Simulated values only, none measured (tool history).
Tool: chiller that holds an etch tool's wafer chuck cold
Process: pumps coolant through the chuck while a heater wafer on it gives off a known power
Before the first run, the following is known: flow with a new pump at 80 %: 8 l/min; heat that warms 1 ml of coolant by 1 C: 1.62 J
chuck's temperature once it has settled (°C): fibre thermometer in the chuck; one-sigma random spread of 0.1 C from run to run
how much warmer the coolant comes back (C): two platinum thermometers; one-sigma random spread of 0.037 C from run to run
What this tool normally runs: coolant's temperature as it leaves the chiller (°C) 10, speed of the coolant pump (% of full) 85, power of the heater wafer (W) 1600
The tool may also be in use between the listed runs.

run	hour	coolant's temperature as it leaves the chiller (°C)	speed of the coolant pump (% of full)	power of the heater wafer (W)	chuck's temperature once it has settled (°C)	how much warmer the coolant comes back (C)
1	0.0	10	85	1600	24.0	7.38
2	100.5	10	85	1600	24.0	7.34
3	159.5	10	85	1600	24.0	7.37
4	241.9	10	75	1600	26.0	8.39
5	311.0	10	75	1600	25.9	8.41
# hour 331.0: chiller's thermometer calibrated
6	385.1	10	85	1600	24.1	7.41
7	481.2	10	85	2050	28.2	9.44
8	594.4	10	85	2050	28.2	9.43
9	663.7	10	82	1600	24.8	7.64
10	765.5	16	82	1600	30.9	7.70
11	856.5	10	85	1923	27.3	8.93
12	937.9	10	85	1550	24.1	7.24
13	991.7	10	85	1600	24.3	7.49
14	1061.6	10	85	1600	24.5	7.43
15	1156.3	10	91	1600	23.6	7.01
16	1266.1	10	85	1600	24.7	7.50
17	1339.3	10	85	1600	24.4	7.46
18	1422.2	10	85	1600	24.6	7.52
19	1509.8	12	93	1001	20.4	4.25
20	1593.0	12	93	1001	20.4	4.28
21	1671.9	12	93	1001	20.3	4.27
22	1769.7	12	84	1025	21.5	4.90
23	1865.0	11	95	1055	19.9	4.45
24	1930.3	8	90	1600	21.8	7.19
25	2031.4	8	90	1600	22.1	7.13
26	2117.8	10	93	914	17.8	3.89
27	2171.5	10	93	914	17.9	3.96
28	2248.7	14	85	994	23.3	4.69
29	2314.0	13	66	1722	33.5	10.63
30	2380.0	10	83	865	18.4	4.17
31	2474.1	10	83	865	18.2	4.20
32	2529.7	10	83	865	18.5	4.26

Below are 4 alternative next runs, each starting from the tool's condition after run 32. Predict each:
A	2613.6	10	78	842	?	?
B	2613.6	14	61	1343	?	?
C	2613.6	0	81	1615	?	?
D	2613.6	19	85	1600	?	?

run	chuck's temperature once it has settled (°C)	how much warmer the coolant comes back (C)
A	18.5	4.36
B	31.2	9.06
C	16.0	8.06
D	34.2	7.67
The same runs, with their run-to-run variation unchanged, on a tool lacking any hidden condition would have given:
run	chuck's temperature once it has settled (°C)	how much warmer the coolant comes back (C)
A	17.3	3.98
B	28.8	8.26
C	13.8	7.35
D	32.1	7.00

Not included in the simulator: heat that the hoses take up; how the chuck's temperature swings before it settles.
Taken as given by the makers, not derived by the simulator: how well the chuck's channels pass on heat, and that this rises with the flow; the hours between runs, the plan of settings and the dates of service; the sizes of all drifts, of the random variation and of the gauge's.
